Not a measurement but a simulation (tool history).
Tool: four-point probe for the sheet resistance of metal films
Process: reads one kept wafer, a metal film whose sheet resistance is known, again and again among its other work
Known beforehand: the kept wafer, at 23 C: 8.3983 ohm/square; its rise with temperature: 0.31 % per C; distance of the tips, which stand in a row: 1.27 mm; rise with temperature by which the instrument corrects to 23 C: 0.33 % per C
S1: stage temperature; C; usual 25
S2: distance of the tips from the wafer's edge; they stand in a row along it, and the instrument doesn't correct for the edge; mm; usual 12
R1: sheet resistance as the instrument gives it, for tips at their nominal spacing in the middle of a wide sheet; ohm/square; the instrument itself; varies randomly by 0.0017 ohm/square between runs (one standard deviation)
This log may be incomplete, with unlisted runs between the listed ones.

Run 1, hour 0: usual settings. Result: R1 8.49356 ohm/square.
Run 2, hour 88.9: usual settings but S2 6 mm. Result: R1 8.645554 ohm/square.
Run 3, hour 214.6: usual settings but S2 6 mm. Result: R1 8.648876 ohm/square.
Run 4, hour 284.9: usual settings but S2 6 mm. Result: R1 8.656502 ohm/square.
Run 5, hour 372.4: usual settings but S2 6 mm. Result: R1 8.661162 ohm/square.
Run 6, hour 442: usual settings. Result: R1 8.512034 ohm/square.
Run 7, hour 503: usual settings. Result: R1 8.518305 ohm/square.
Run 8, hour 591.8: usual settings but S1 34 C, S2 4 mm. Result: R1 8.896364 ohm/square.
Run 9, hour 650.2: usual settings but S1 34 C, S2 4 mm. Result: R1 8.894574 ohm/square.
Run 10, hour 730.7: usual settings but S1 34 C, S2 7 mm. Result: R1 8.611617 ohm/square.
Run 11, hour 854.1: usual settings but S1 20 C, S2 30 mm. Result: R1 8.499869 ohm/square.
Run 12, hour 982.5: usual settings but S1 20 C, S2 29 mm. Result: R1 8.505419 ohm/square.
Run 13, hour 1087.6: usual settings but S1 34 C, S2 5 mm. Result: R1 8.767437 ohm/square.
Run 14, hour 1184.1: usual settings but S1 29 C, S2 4 mm. Result: R1 8.929872 ohm/square.

Some steps in R1 between neighbouring runs. How much of each would the tool show without its hidden state too (settings, what came in, random variation), and how much is left for the hidden state, with any gauge scatter that isn't in both results?
Hidden state present: inner tips' distance over the nominal, %; tips' flats over new ones', %; wafer's true temperature over the reading, C; drift of the gauge itself on sheet_ohm, %.
Run 7 -> 8: S1 25 -> 34, S2 12 -> 4. R1 +0.378059 ohm/square: hidden state +0.007251, all else +0.370808.
Run 12 -> 13: S1 20 -> 34, S2 29 -> 5. R1 +0.262018 ohm/square: hidden state +0.007806, all else +0.254212.
